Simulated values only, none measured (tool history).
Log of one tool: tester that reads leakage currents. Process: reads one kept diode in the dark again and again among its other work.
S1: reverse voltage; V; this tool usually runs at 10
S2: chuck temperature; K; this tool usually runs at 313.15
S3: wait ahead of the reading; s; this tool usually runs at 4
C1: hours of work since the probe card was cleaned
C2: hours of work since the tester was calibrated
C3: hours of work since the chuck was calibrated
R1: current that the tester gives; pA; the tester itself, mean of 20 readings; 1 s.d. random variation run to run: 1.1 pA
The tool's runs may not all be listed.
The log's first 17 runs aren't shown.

Run 18, hour 2469.1: usual settings but S1 4.8 V; C1 1719; C2 2706; C3 347. Result: R1 275.71 pA.
Run 19, hour 2708.6: usual settings but S1 4.8 V, S2 310.15 K; C1 1851; C2 2838; C3 479. Result: R1 219.43 pA.
Run 20, hour 2939.1: usual settings but S1 4.8 V, S2 310.15 K; C1 1978; C2 2965; C3 606. Result: R1 222.46 pA.
Run 21, hour 3044.5: usual settings but S3 2.11 s; C1 2035; C2 3022; C3 664. Result: R1 402.11 pA.
Run 22, hour 3140.9: usual settings but S3 9.04 s; C1 2088; C2 3075; C3 717. Result: R1 404.55 pA.
At hour 3197: chuck's temperature calibrated.
Run 23, hour 3324.5: usual settings but S1 14 V, S2 322.15 K, S3 0.53 s; C1 2188; C2 3175; C3 70. Result: R1 896.68 pA.
Run 24, hour 3461.1: usual settings but S1 10.8 V, S2 294.15 K, S3 2.81 s; C1 2263; C2 3250; C3 145. Result: R1 102.12 pA.
Run 25, hour 3603.7: usual settings but S1 10.8 V, S2 294.15 K, S3 2.81 s; C1 2342; C2 3329; C3 223. Result: R1 104.06 pA.
Run 26, hour 3740.6: usual settings but S1 2.2 V, S2 302.15 K; C1 2417; C2 3404; C3 299. Result: R1 78.89 pA.
Run 27, hour 3881.9: usual settings but S2 306.15 K; C1 2495; C2 3482; C3 376. Result: R1 235.43 pA.
At hour 3902.4: probe card cleaned and baked.
Run 28, hour 3993.3: usual settings but S2 306.15 K; C1 50; C2 3541; C3 436. Result: R1 208.33 pA.
Run 29, hour 4185.1: usual settings but S1 1.1 V, S2 306.15 K, S3 5.31 s; C1 155; C2 3647; C3 541. Result: R1 76.36 pA.
Run 30, hour 4314.1: usual settings but S1 12.8 V, S2 304.15 K, S3 9.64 s; C1 226; C2 3717; C3 612. Result: R1 201.94 pA.
Run 31, hour 4450.6: usual settings but S1 18.7 V, S2 310.15 K, S3 0.63 s; C1 301; C2 3792; C3 687. Result: R1 409.81 pA.
At hour 4563.7: chuck's temperature calibrated.
Run 32, hour 4660.7: usual settings but S1 18.7 V, S2 310.15 K, S3 0.63 s; C1 416; C2 3907; C3 53. Result: R1 397.91 pA.
Run 33, hour 4800.6: usual settings but S2 294.15 K, S3 0.33 s; C1 492; C2 3984; C3 130. Result: R1 88.52 pA.
Run 34, hour 4917.5: usual settings but S2 294.15 K, S3 0.33 s; C1 557; C2 4048; C3 194. Result: R1 90.27 pA.
At hour 5115.3: tester calibrated.
Run 35, hour 5128: usual settings but S2 293.15 K, S3 0.6 s; C1 671; C2 7; C3 309. Result: R1 79.85 pA.
Run 36, hour 5323: usual settings but S1 3.2 V, S2 305.15 K, S3 4.68 s; C1 778; C2 114; C3 416. Result: R1 115.63 pA.
Run 37, hour 5494: usual settings but S2 318.15 K; C1 872; C2 208; C3 510. Result: R1 561.72 pA.
Run 38, hour 5690: usual settings but S1 10.1 V, S2 329.15 K, S3 4.88 s; C1 980; C2 316; C3 618. Result: R1 1278.54 pA.

3 options for the next run, each taken on its own from the tool as it stands now. Forecast them:
Run A, hour 5787.8: usual settings but S1 10.6 V, S2 295.15 K, S3 5.41 s; C1 1034; C2 370; C3 672. Result: R1 ?.
Run B, hour 5787.8: usual settings but S3 0.61 s; C1 1034; C2 370; C3 672. Result: R1 ?.
Run C, hour 5787.8: usual settings but S1 8.2 V, S2 325.15 K, S3 6.27 s; C1 1034; C2 370; C3 672. Result: R1 ?.

run      R1
  A   96.46
  B  390.04
  C  870.35
Without the tool's hidden state the same runs would have given:
run      R1
  A   80.72
  B  364.95
  C  831.82
